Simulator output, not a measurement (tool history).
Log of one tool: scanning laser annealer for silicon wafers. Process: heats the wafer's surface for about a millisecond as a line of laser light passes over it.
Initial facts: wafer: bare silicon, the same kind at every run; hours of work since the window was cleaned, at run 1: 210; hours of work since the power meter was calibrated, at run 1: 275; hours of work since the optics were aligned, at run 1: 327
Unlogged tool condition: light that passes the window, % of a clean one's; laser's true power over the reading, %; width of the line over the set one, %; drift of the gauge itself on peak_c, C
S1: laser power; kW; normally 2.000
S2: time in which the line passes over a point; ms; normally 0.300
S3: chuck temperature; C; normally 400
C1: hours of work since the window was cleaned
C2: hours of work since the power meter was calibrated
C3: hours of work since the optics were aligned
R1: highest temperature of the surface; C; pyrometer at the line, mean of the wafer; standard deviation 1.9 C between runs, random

| run | hour | S1 | S2 | S3 | C1 | C2 | C3 | R1 |
|---|---|---|---|---|---|---|---|---|
| 1 | 0.0 | 2.000 | 0.300 | 400 | 210 | 275 | 327 | 1160 |
| 2 | 37.6 | 2.000 | 0.300 | 400 | 233 | 298 | 350 | 1157 |
| 3 | 71.0 | 2.000 | 0.300 | 400 | 253 | 319 | 370 | 1158 |
| 4 | 132.3 | 2.000 | 0.300 | 400 | 291 | 356 | 408 | 1151 |
| 5 | 187.0 | 2.000 | 0.300 | 400 | 324 | 390 | 441 | 1145 |
| 6 | 229.5 | 2.000 | 0.300 | 400 | 350 | 416 | 468 | 1148 |
| 7 | 264.3 | 2.000 | 0.300 | 400 | 372 | 437 | 489 | 1147 |
|  | 272.1 | window over the wafer cleaned |
| 8 | 330.1 | 2.000 | 0.300 | 400 | 36 | 476 | 528 | 1165 |
| 9 | 359.6 | 2.000 | 0.300 | 400 | 54 | 494 | 546 | 1164 |
| 10 | 401.5 | 2.000 | 0.300 | 400 | 79 | 520 | 572 | 1162 |
| 11 | 437.0 | 1.833 | 0.300 | 400 | 101 | 542 | 593 | 1081 |
| 12 | 490.3 | 1.833 | 0.300 | 400 | 134 | 574 | 626 | 1076 |
| 13 | 537.0 | 1.833 | 0.300 | 400 | 162 | 603 | 655 | 1073 |
| 14 | 588.4 | 2.000 | 0.264 | 400 | 194 | 634 | 686 | 1103 |
| 15 | 648.4 | 2.000 | 0.300 | 400 | 230 | 671 | 723 | 1148 |
| 16 | 692.3 | 2.000 | 0.300 | 372 | 257 | 698 | 750 | 1120 |
| 17 | 722.2 | 2.000 | 0.300 | 372 | 276 | 716 | 768 | 1117 |
| 18 | 772.5 | 2.000 | 0.300 | 400 | 307 | 747 | 799 | 1144 |
| 19 | 835.3 | 2.000 | 0.300 | 400 | 345 | 786 | 837 | 1139 |
| 20 | 874.0 | 2.000 | 0.300 | 400 | 369 | 809 | 861 | 1133 |
|  | 885.0 | window over the wafer cleaned |
| 21 | 907.0 | 1.964 | 0.220 | 426 | 13 | 828 | 880 | 1054 |
|  | 917.1 | optics aligned, line set to its width |
| 22 | 939.1 | 1.964 | 0.247 | 432 | 30 | 845 | 14 | 1089 |
| 23 | 998.5 | 1.894 | 0.210 | 430 | 66 | 881 | 50 | 1004 |
| 24 | 1033.4 | 2.084 | 0.320 | 383 | 88 | 903 | 71 | 1194 |
| 25 | 1074.2 | 2.196 | 0.213 | 367 | 113 | 928 | 96 | 1067 |
|  | 1083.4 | optics aligned, line set to its width, once more |
| 26 | 1137.9 | 2.196 | 0.213 | 367 | 149 | 964 | 33 | 1092 |
| 27 | 1194.4 | 2.196 | 0.213 | 367 | 183 | 998 | 68 | 1086 |
| 28 | 1241.0 | 1.920 | 0.300 | 400 | 212 | 1027 | 96 | 1123 |
| 29 | 1294.4 | 1.989 | 0.345 | 400 | 245 | 1059 | 129 | 1213 |
| 30 | 1343.6 | 1.989 | 0.345 | 400 | 275 | 1090 | 159 | 1206 |
| 31 | 1389.4 | 2.000 | 0.300 | 376 | 303 | 1118 | 187 | 1127 |
| 32 | 1425.2 | 2.000 | 0.345 | 382 | 325 | 1140 | 209 | 1191 |
| 33 | 1486.9 | 2.170 | 0.267 | 382 | 363 | 1177 | 247 | 1161 |
|  | 1510.6 | window over the wafer cleaned |
| 34 | 1521.1 | 2.170 | 0.267 | 382 | 6 | 1197 | 267 | 1187 |
| 35 | 1584.9 | 1.868 | 0.277 | 412 | 46 | 1236 | 306 | 1085 |
| 36 | 1617.8 | 1.868 | 0.277 | 382 | 66 | 1256 | 326 | 1055 |
| 37 | 1653.2 | 1.868 | 0.277 | 382 | 87 | 1278 | 348 | 1050 |
| 38 | 1683.1 | 1.820 | 0.277 | 426 | 106 | 1296 | 366 | 1072 |
| 39 | 1725.2 | 1.785 | 0.210 | 381 | 131 | 1322 | 392 | 924 |
| 40 | 1765.2 | 1.785 | 0.210 | 381 | 156 | 1347 | 416 | 921 |

Below are 3 alternative next runs, each starting from the tool's condition after run 40. Predict each:
| A | 1799.6 | 1.785 | 0.210 | 406 | 177 | 1368 | 437 | ? |
| B | 1799.6 | 1.946 | 0.353 | 434 | 177 | 1368 | 437 | ? |
| C | 1799.6 | 1.733 | 0.210 | 381 | 177 | 1368 | 437 | ? |

| run | R1 |
|---|---|
| A | 950 |
| B | 1230 |
| C | 902 |
With no hidden state in the tool, these same runs would have given:
| run | R1 |
|---|---|
| A | 971 |
| B | 1261 |
| C | 922 |
